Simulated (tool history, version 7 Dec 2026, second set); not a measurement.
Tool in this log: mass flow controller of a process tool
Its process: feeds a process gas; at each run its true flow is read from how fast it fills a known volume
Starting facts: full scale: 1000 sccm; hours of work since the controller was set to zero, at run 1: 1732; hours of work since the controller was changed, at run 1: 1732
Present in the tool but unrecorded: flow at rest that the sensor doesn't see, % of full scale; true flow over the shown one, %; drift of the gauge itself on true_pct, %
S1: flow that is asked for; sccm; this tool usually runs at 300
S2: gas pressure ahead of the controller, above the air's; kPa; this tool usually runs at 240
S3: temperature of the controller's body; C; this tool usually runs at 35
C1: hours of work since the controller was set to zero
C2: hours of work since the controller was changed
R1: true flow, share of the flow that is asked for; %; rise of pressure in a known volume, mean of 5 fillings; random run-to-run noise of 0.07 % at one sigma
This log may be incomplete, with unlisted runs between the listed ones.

Run 1, hour 0.0: usual settings; C1 1732; C2 1732. Result: R1 96.79 %.
Run 2, hour 73.9: usual settings; C1 1787; C2 1787. Result: R1 96.74 %.
Run 3, hour 179.1: usual settings; C1 1865; C2 1865. Result: R1 96.75 %.
Run 4, hour 283.0: usual settings but S3 26 C; C1 1943; C2 1943. Result: R1 97.67 %.
Run 5, hour 336.4: usual settings but S3 26 C; C1 1983; C2 1983. Result: R1 97.65 %.
Run 6, hour 412.2: usual settings but S3 26 C; C1 2039; C2 2039. Result: R1 97.78 %.
Run 7, hour 463.1: usual settings but S3 26 C; C1 2077; C2 2077. Result: R1 97.75 %.
Run 8, hour 525.1: usual settings; C1 2123; C2 2123. Result: R1 96.75 %.
Run 9, hour 629.9: usual settings; C1 2202; C2 2202. Result: R1 96.65 %.
Run 10, hour 684.4: usual settings; C1 2242; C2 2242. Result: R1 96.64 %.
Run 11, hour 756.4: usual settings; C1 2296; C2 2296. Result: R1 96.68 %.
Run 12, hour 856.2: usual settings; C1 2370; C2 2370. Result: R1 96.72 %.
Run 13, hour 938.8: usual settings; C1 2432; C2 2432. Result: R1 96.72 %.
Run 14, hour 997.4: usual settings; C1 2476; C2 2476. Result: R1 96.64 %.
Run 15, hour 1081.7: usual settings; C1 2539; C2 2539. Result: R1 96.74 %.
Run 16, hour 1137.0: usual settings; C1 2580; C2 2580. Result: R1 96.76 %.
Run 17, hour 1203.2: usual settings; C1 2629; C2 2629. Result: R1 96.77 %.
Run 18, hour 1274.4: usual settings; C1 2683; C2 2683. Result: R1 96.72 %.
Run 19, hour 1326.1: usual settings; C1 2721; C2 2721. Result: R1 96.86 %.
Run 20, hour 1395.7: usual settings but S2 214 kPa; C1 2773; C2 2773. Result: R1 96.88 %.
Run 21, hour 1507.4: usual settings but S2 214 kPa; C1 2856; C2 2856. Result: R1 96.87 %.
Run 22, hour 1580.8: usual settings but S1 659 sccm, S3 34 C; C1 2911; C2 2911. Result: R1 97.74 %.
Run 23, hour 1640.7: usual settings but S1 621 sccm, S2 184 kPa, S3 26 C; C1 2956; C2 2956. Result: R1 98.92 %.
Run 24, hour 1713.2: usual settings but S1 621 sccm, S2 184 kPa, S3 26 C; C1 3010; C2 3010. Result: R1 99.08 %.
Run 25, hour 1790.0: usual settings but S1 268 sccm, S2 200 kPa, S3 34 C; C1 3067; C2 3067. Result: R1 97.07 %.
Run 26, hour 1876.1: usual settings but S1 157 sccm, S2 249 kPa, S3 22 C; C1 3131; C2 3131. Result: R1 97.78 %.
Run 27, hour 1951.8: usual settings but S1 106 sccm; C1 3188; C2 3188. Result: R1 95.98 %.
Run 28, hour 2004.3: usual settings but S1 341 sccm, S2 184 kPa, S3 30 C; C1 3227; C2 3227. Result: R1 97.67 %.
Run 29, hour 2093.9: usual settings but S1 149 sccm, S2 160 kPa, S3 21 C; C1 3294; C2 3294. Result: R1 98.45 %.
Run 30, hour 2158.7: usual settings but S2 253 kPa, S3 28 C; C1 3342; C2 3342. Result: R1 97.30 %.
Run 31, hour 2258.2: usual settings but S2 253 kPa, S3 28 C; C1 3417; C2 3417. Result: R1 97.34 %.
Run 32, hour 2366.2: usual settings but S1 456 sccm, S2 271 kPa, S3 28 C; C1 3497; C2 3497. Result: R1 97.81 %.
Run 33, hour 2464.3: usual settings but S1 303 sccm, S3 26 C; C1 3570; C2 3570. Result: R1 97.62 %.
Run 34, hour 2545.5: usual settings but S3 23 C; C1 3631; C2 3631. Result: R1 98.11 %.
Run 35, hour 2595.7: usual settings but S1 385 sccm, S2 153 kPa, S3 28 C; C1 3668; C2 3668. Result: R1 98.30 %.
Run 36, hour 2643.2: usual settings but S1 385 sccm, S2 236 kPa, S3 30 C; C1 3704; C2 3704. Result: R1 97.58 %.
Run 37, hour 2757.7: usual settings but S1 609 sccm, S2 276 kPa; C1 3789; C2 3789. Result: R1 97.26 %.
Run 38, hour 2824.6: usual settings but S1 278 sccm, S2 167 kPa; C1 3839; C2 3839. Result: R1 97.21 %.
Run 39, hour 2892.0: usual settings but S2 262 kPa; C1 3889; C2 3889. Result: R1 96.58 %.
Run 40, hour 2968.8: usual settings but S2 169 kPa, S3 37 C; C1 3947; C2 3947. Result: R1 97.07 %.
Run 41, hour 3026.3: usual settings but S2 169 kPa, S3 37 C; C1 3990; C2 3990. Result: R1 97.03 %.

Below are 5 alternative next runs, each starting from the tool's condition after run 41. Predict each:
Run A, hour 3115.1: usual settings but S1 401 sccm, S2 163 kPa, S3 30 C; C1 4056; C2 4056. Result: R1 ?.
Run B, hour 3115.1: usual settings but S2 144 kPa, S3 30 C; C1 4056; C2 4056. Result: R1 ?.
Run C, hour 3115.1: usual settings but S1 471 sccm, S2 158 kPa; C1 4056; C2 4056. Result: R1 ?.
Run D, hour 3115.1: usual settings but S1 815 sccm, S2 272 kPa, S3 26 C; C1 4056; C2 4056. Result: R1 ?.
Run E, hour 3115.1: usual settings but S1 218 sccm; C1 4056; C2 4056. Result: R1 ?.

run     R1
  A  98.12
  B  97.96
  C  97.84
  D  98.89
  E  96.51
Without the tool's unlogged condition, the same runs would have read:
run     R1
  A  98.12
  B  97.97
  C  97.84
  D  98.89
  E  96.52

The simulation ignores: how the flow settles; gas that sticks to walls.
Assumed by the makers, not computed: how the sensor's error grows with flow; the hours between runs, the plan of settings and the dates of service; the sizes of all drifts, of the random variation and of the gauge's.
